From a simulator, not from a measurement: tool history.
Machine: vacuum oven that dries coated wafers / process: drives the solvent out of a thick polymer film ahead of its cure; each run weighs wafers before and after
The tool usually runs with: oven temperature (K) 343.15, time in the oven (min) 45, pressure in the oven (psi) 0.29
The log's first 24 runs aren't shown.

run	hour	oven temperature (K)	time in the oven (min)	pressure in the oven (psi)	solvent left in the film (%)
25	800.3	332.15	46	0.309	6.29
26	842.8	343.15	45	0.261	2.53
27	871.3	343.15	45	0.261	2.63
28	907	343.15	45	0.442	3.87
29	949.3	347.15	45	0.442	3.08
30	977.1	344.15	65	0.847	6
31	1008.7	332.15	49	0.753	10.26
32	1046.5	343.15	49	0.3	2.84
33	1090.5	343.15	36	0.277	3.05
34	1111.3	334.15	27	0.29	7.44

5 ways to go on from here, each from the tool as it stands after run 34. What would each give?
A	1155	338.15	31	0.29	?
B	1155	344.15	62	0.29	?
C	1155	348.15	53	0.276	?
D	1155	330.15	45	0.29	?
E	1155	330.15	55	0.454	?

run	solvent left in the film (%)
A	4.99
B	2.47
C	1.96
D	7.12
E	8.05
The same runs, with their run-to-run variation unchanged, on a tool lacking any hidden condition would have given:
run	solvent left in the film (%)
A	5.02
B	2.12
C	1.64
D	7.06
E	7.97

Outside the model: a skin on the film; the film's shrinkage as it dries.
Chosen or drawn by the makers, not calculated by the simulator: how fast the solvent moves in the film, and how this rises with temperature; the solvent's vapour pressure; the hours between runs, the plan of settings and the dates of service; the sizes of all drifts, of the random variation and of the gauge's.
